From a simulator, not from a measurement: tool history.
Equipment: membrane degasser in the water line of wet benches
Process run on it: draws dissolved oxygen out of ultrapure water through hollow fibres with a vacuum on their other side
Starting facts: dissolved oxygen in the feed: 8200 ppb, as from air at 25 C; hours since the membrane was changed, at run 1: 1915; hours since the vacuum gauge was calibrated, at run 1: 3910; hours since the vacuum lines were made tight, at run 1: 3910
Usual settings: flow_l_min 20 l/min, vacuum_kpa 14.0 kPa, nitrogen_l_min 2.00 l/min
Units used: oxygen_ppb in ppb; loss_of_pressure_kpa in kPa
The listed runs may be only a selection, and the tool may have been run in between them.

run      day  flow_l_min  vacuum_kpa  nitrogen_l_min  hours since the membrane was changed  hours since the vacuum gauge was calibrated  hours since the vacuum lines were made tight  oxygen_ppb  loss_of_pressure_kpa
  1    0.000          20        14.0            2.00                                  1915                                         3910                                          3910       379.5                 33.10
  2    5.408          20        14.0            2.00                                  2045                                         4040                                          4040       379.8                 33.11
  3    9.229          20        14.0            1.57                                  2137                                         4132                                          4132       443.0                 33.09
  4   17.742          20        14.0            2.00                                  2341                                         4336                                          4336       381.4                 33.03
  5   24.875          20        14.0            2.00                                  2512                                         4507                                          4507       381.4                 33.22
      32.912  -- seals of the vacuum lines changed
  6   33.596          20        14.0            2.00                                  2719                                         4715                                            16       382.8                 33.37
  7   39.392          20        14.0            2.00                                  2858                                         4854                                           155       384.4                 33.30
      41.046  -- vacuum gauge calibrated
  8   43.575          20        12.0            2.00                                  2958                                           61                                           255       337.6                 33.11
  9   47.842          20        14.0            2.00                                  3061                                          163                                           358       376.2                 33.29
 10   53.967          20        14.0            2.00                                  3208                                          310                                           505       385.7                 33.31
 11   62.829          20        14.0            2.00                                  3421                                          523                                           717       378.9                 33.13
 12   67.433          20        14.0            2.00                                  3531                                          633                                           828       378.2                 33.34
 13   72.467          20        14.0            1.12                                  3652                                          754                                           949       545.5                 33.56
 14   78.021          20        14.0            1.12                                  3785                                          887                                          1082       535.1                 33.31
 15   82.933          20        14.0            2.00                                  3903                                         1005                                          1200       385.3                 33.62
 16   89.871          20        14.0            2.00                                  4070                                         1172                                          1366       377.5                 33.32
 17   94.971          20        14.0            2.00                                  4192                                         1294                                          1489       385.9                 33.42
 18  102.646          20        14.0            2.00                                  4376                                         1478                                          1673       378.9                 33.32
 19  107.562          20        14.0            2.00                                  4494                                         1596                                          1791       374.7                 33.31
 20  112.967          20        14.0            2.00                                  4624                                         1726                                          1921       381.5                 33.88
 21  121.071          14        14.8            1.05                                  4818                                         1921                                          2115       415.7                 23.20
 22  124.962          20         8.5            4.55                                  4912                                         2014                                          2209       196.1                 33.46
 23  130.462          13        27.9            3.82                                  5044                                         2146                                          2341       262.7                 21.62
 24  136.729          13        27.9            3.82                                  5194                                         2296                                          2491       267.6                 21.58
 25  140.612          21        14.0            1.47                                  5287                                         2390                                          2584       485.6                 35.17
 26  144.612          21        14.0            1.47                                  5383                                         2486                                          2680       482.5                 35.23
 27  152.908          21        14.0            1.47                                  5582                                         2685                                          2879       485.7                 35.23
 28  161.425          23        14.0            0.90                                  5787                                         2889                                          3084       713.3                 38.54
 29  166.038          23        14.0            0.90                                  5898                                         3000                                          3194       725.2                 38.87
 30  172.350          23        14.0            0.90                                  6049                                         3151                                          3346       733.4                 38.57
 31  178.096          23        10.0            0.90                                  6187                                         3289                                          3484       524.8                 38.89
 32  186.150          23        10.0            0.90                                  6380                                         3483                                          3677       521.8                 38.84
 33  190.275          25        10.9            1.66                                  6479                                         3582                                          3776       453.7                 42.20

Subtracting, for every run, the result it would have given without the tool's unlogged condition from the measured result gives the following. The same run-to-run variation enters both numbers; the gauge's scatter may not:
The hidden state here: membrane still open, %; true pressure behind the membrane over the reading, kPa; air that leaks in behind the membrane, l/min; drift of the gauge itself on oxygen_ppb, %; drift of the gauge itself on loss_of_pressure_kpa, %.
run  loss_of_pressure_kpa
  1                 +0.00
  2                 +0.03
  3                 +0.04
  4                 +0.07
  5                 +0.11
  6                 +0.14
  7                 +0.16
  8                 +0.17
  9                 +0.19
 10                 +0.22
 11                 +0.25
 12                 +0.27
 13                 +0.29
 14                 +0.32
 15                 +0.33
 16                 +0.35
 17                 +0.38
 18                 +0.41
 19                 +0.42
 20                 +0.45
 21                 +0.33
 22                 +0.50
 23                 +0.34
 24                 +0.35
 25                 +0.58
 26                 +0.60
 27                 +0.63
 28                 +0.73
 29                 +0.75
 30                 +0.78
 31                 +0.80
 32                 +0.84
 33                 +0.93
oxygen_ppb without the hidden state stays within 0.7 ppb of what was measured, in all runs.
